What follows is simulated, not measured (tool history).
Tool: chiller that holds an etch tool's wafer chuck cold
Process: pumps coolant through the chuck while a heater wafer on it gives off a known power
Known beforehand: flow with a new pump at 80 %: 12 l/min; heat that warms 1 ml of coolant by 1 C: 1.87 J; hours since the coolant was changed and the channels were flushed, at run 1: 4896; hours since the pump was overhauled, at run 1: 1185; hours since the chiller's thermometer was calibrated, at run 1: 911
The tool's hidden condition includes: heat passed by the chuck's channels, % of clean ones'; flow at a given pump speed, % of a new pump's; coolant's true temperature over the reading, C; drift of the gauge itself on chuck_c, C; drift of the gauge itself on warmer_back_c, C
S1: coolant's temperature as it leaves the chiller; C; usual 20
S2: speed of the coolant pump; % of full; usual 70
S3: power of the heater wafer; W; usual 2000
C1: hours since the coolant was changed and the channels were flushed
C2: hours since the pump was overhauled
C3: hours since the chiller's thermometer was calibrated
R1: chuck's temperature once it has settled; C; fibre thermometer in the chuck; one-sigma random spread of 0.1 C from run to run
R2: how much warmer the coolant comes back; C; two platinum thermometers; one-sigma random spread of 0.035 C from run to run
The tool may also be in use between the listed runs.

| run | hour | S1 | S2 | S3 | C1 | C2 | C3 | R1 | R2 |
|---|---|---|---|---|---|---|---|---|---|
| 1 | 0.0 | 20 | 70 | 2000 | 4896 | 1185 | 911 | 47.3 | 6.19 |
| 2 | 37.4 | 20 | 62 | 2000 | 4934 | 1222 | 948 | 50.1 | 6.99 |
| 3 | 81.2 | 20 | 82 | 2000 | 4977 | 1266 | 992 | 44.8 | 5.32 |
| 4 | 118.9 | 20 | 70 | 2000 | 5015 | 1304 | 1030 | 47.8 | 6.25 |
| 5 | 175.4 | 20 | 83 | 2000 | 5072 | 1360 | 1086 | 44.8 | 5.22 |
| 6 | 214.5 | 20 | 83 | 2000 | 5111 | 1400 | 1125 | 44.5 | 5.28 |
| 7 | 243.4 | 20 | 83 | 2000 | 5140 | 1428 | 1154 | 44.7 | 5.30 |
| 8 | 268.0 | 20 | 70 | 2000 | 5164 | 1453 | 1179 | 47.8 | 6.27 |
| 9 | 315.5 | 20 | 70 | 2000 | 5212 | 1501 | 1226 | 48.0 | 6.30 |
| 10 | 353.2 | 20 | 70 | 2000 | 5250 | 1538 | 1264 | 48.2 | 6.23 |
| 11 | 392.0 | 20 | 70 | 2000 | 5288 | 1577 | 1303 | 48.0 | 6.29 |
| 12 | 441.7 | 20 | 70 | 1232 | 5338 | 1627 | 1352 | 37.2 | 3.91 |
| 13 | 497.8 | 25 | 70 | 2000 | 5394 | 1683 | 1409 | 53.2 | 6.20 |
| 14 | 535.9 | 25 | 70 | 2000 | 5432 | 1721 | 1447 | 53.4 | 6.22 |
| 15 | 559.9 | 25 | 70 | 2000 | 5456 | 1745 | 1471 | 53.6 | 6.23 |
| 16 | 612.2 | 25 | 70 | 2000 | 5509 | 1797 | 1523 | 53.5 | 6.37 |
|  | 616.0 | chiller's thermometer calibrated |
| 17 | 651.6 | 20 | 91 | 2643 | 5547 | 1836 | 36 | 51.5 | 6.42 |
| 18 | 680.4 | 20 | 91 | 2643 | 5576 | 1864 | 64 | 51.4 | 6.42 |
| 19 | 719.4 | 15 | 91 | 1109 | 5615 | 1903 | 103 | 28.3 | 2.71 |
| 20 | 749.7 | 24 | 93 | 2000 | 5645 | 1934 | 134 | 47.5 | 4.71 |
|  | 761.6 | chiller's thermometer calibrated, once more |
| 21 | 804.1 | 20 | 70 | 1747 | 5698 | 1987 | 43 | 45.1 | 5.50 |
| 22 | 829.2 | 13 | 82 | 2364 | 5723 | 2012 | 68 | 43.4 | 6.32 |
| 23 | 886.1 | 22 | 65 | 2364 | 5780 | 2069 | 124 | 57.7 | 8.06 |
| 24 | 941.6 | 22 | 65 | 2364 | 5836 | 2125 | 180 | 57.9 | 8.14 |
| 25 | 966.2 | 15 | 70 | 1356 | 5860 | 2149 | 205 | 34.7 | 4.30 |
| 26 | 990.3 | 21 | 74 | 1349 | 5885 | 2173 | 229 | 39.8 | 4.04 |
| 27 | 1031.8 | 21 | 74 | 1349 | 5926 | 2215 | 270 | 39.9 | 4.03 |
| 28 | 1086.9 | 20 | 69 | 2192 | 5981 | 2270 | 325 | 52.0 | 7.06 |
| 29 | 1120.3 | 20 | 69 | 2192 | 6015 | 2303 | 359 | 52.4 | 7.05 |
| 30 | 1143.4 | 20 | 69 | 2192 | 6038 | 2326 | 382 | 52.4 | 7.12 |
| 31 | 1195.7 | 15 | 69 | 1596 | 6090 | 2379 | 434 | 38.5 | 5.18 |

Some steps in R1 between neighbouring runs. How much of each would the tool show without its hidden state too (settings, what came in, random variation), and how much is left for the hidden state, with any gauge scatter that isn't in both results?
Run 18 -> 19: S1 20 -> 15, S3 2643 -> 1109. R1 -23.1 C: hidden state -3.5, all else -19.6.
Run 19 -> 20: S1 15 -> 24, S2 91 -> 93, S3 1109 -> 2000. R1 +19.2 C: hidden state +2.1, all else +17.1.
Run 24 -> 25: S1 22 -> 15, S2 65 -> 70, S3 2364 -> 1356. R1 -23.2 C: hidden state -3.3, all else -19.9.
Run 27 -> 28: S1 21 -> 20, S2 74 -> 69, S3 1349 -> 2192. R1 +12.1 C: hidden state +2.8, all else +9.3.

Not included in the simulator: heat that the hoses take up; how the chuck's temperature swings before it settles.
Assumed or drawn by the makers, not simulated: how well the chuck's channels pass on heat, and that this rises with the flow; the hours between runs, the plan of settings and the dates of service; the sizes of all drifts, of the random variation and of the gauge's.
